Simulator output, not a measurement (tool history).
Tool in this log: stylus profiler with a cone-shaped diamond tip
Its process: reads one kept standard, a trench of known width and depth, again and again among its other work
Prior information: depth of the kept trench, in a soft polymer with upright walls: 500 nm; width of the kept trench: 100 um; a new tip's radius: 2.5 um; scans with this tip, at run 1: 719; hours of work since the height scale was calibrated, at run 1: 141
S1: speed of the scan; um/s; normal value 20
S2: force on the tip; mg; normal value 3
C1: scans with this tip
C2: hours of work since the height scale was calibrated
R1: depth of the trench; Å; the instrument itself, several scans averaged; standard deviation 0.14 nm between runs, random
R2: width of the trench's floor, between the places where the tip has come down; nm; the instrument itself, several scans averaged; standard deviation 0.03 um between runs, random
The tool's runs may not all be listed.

run   hour  S1    S2    C1   C2      R1     R2
  1      0  20     3   719  141  5056.1  96830
  2   13.1  20   7.8   772  151  5103.6  96830
  3   29.8  20   7.8   840  165  5106.9  96800
  4   41.5  20   7.8   888  174  5104.5  96810
  5   59.7  20     3   961  189  5059.1  96750
      61.8  -- height scale calibrated on a step standard
  6   70.9  20     3  1005    7  5061.6  96760
  7   88.8   5     3  1078   22  5061.6  96830
  8  105.7  23  7.11  1147   35    5102  96820
  9  120.9  16  8.17  1208   47  5113.8  96790
     138.2  -- height scale calibrated on a step standard, once more
 10  139.1  40  1.77  1280    1    5038  96580
 11    156  40  2.35  1349   14  5045.5  96560

For some of the steps in R1 from one run to the next: how much would appear even if the tool had no hidden state, given the settings, what came in and random variation, and how much remains for the hidden state plus any gauge scatter that the measured result and the result without hidden state don't share?
The tool's hidden condition here consists of: radius of the tip, um; height scale over the true one, %; drift of the gauge itself on depth_nm, %; drift of the gauge itself on floor_um, %.
Run 9 -> 10: S1 16 -> 40, S2 8.17 -> 1.77, height scale calibrated on a step standard, once more. R1 -75.8 Å: hidden state -9.9, all else -65.9.
